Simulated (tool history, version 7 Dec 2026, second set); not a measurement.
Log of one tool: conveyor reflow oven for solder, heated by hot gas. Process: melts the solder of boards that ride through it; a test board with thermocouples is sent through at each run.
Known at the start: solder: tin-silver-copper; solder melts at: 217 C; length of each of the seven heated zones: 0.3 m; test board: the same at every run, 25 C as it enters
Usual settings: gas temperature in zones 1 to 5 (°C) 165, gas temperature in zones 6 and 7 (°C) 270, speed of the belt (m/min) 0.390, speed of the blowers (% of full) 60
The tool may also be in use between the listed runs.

run    day  gas temperature in zones 1 to 5 (°C)  gas temperature in zones 6 and 7 (°C)  speed of the belt (m/min)  speed of the blowers (% of full)  highest temperature of the board (°C)  time above the solder's melting point (s)
  1  0.000                                   165                                    270                      0.390                                60                                  250.3                                       63.0
  2  0.188                                   171                                    270                      0.390                                60                                  252.0                                       67.7
  3  0.450                                   171                                    270                      0.390                                60                                  251.8                                       66.7
  4  0.708                                   171                                    270                      0.346                                60                                  255.7                                       80.8
  5  1.092                                   171                                    270                      0.346                                60                                  256.0                                       80.9
  6  1.408                                   171                                    270                      0.346                                60                                  255.9                                       81.9
  7  1.788                                   171                                    270                      0.346                                60                                  256.3                                       80.8
     2.088  -- flux residue cleaned out of gas plates and filters
  8  2.388                                   174                                    270                      0.346                                60                                  258.5                                       86.0
  9  2.679                                   165                                    270                      0.363                                60                                  255.3                                       73.3
 10  2.996                                   177                                    270                      0.363                                60                                  257.1                                       81.0
 11  3.362                                   165                                    270                      0.390                                60                                  252.8                                       65.4
 12  3.725                                   165                                    270                      0.390                                60                                  252.8                                       66.1
 13  4.025                                   165                                    270                      0.390                                66                                  254.3                                       66.2
 14  4.200                                   165                                    270                      0.418                                60                                  249.8                                       56.9
 15  4.521                                   165                                    270                      0.390                                60                                  252.7                                       65.2
 16  4.717                                   165                                    270                      0.390                                60                                  252.5                                       65.8
 17  4.988                                   178                                    285                      0.390                                68                                  270.5                                       84.8
 18  5.342                                   178                                    285                      0.390                                68                                  270.7                                       83.0
 19  5.583                                   167                                    282                      0.346                                70                                  270.7                                       90.1
 20  5.967                                   167                                    282                      0.346                                70                                  270.2                                       91.5
 21  6.188                                   167                                    272                      0.363                                70                                  260.0                                       79.7
 22  6.583                                   167                                    272                      0.363                                70                                  259.8                                       78.9
 23  6.925                                   177                                    281                      0.435                                52                                  257.1                                       65.1
 24  7.167                                   179                                    282                      0.390                                60                                  265.7                                       81.8

The next listed run, before its measurement:
 25  7.533                                   165                                    258                      0.457                                82                                      ?                                          ?

Run 25 gave highest temperature of the board (°C) 241.8, time above the solder's melting point (s) 46.1.
Without the tool's hidden state the same run would have given highest temperature of the board (°C) 240.9, time above the solder's melting point (s) 45.0.

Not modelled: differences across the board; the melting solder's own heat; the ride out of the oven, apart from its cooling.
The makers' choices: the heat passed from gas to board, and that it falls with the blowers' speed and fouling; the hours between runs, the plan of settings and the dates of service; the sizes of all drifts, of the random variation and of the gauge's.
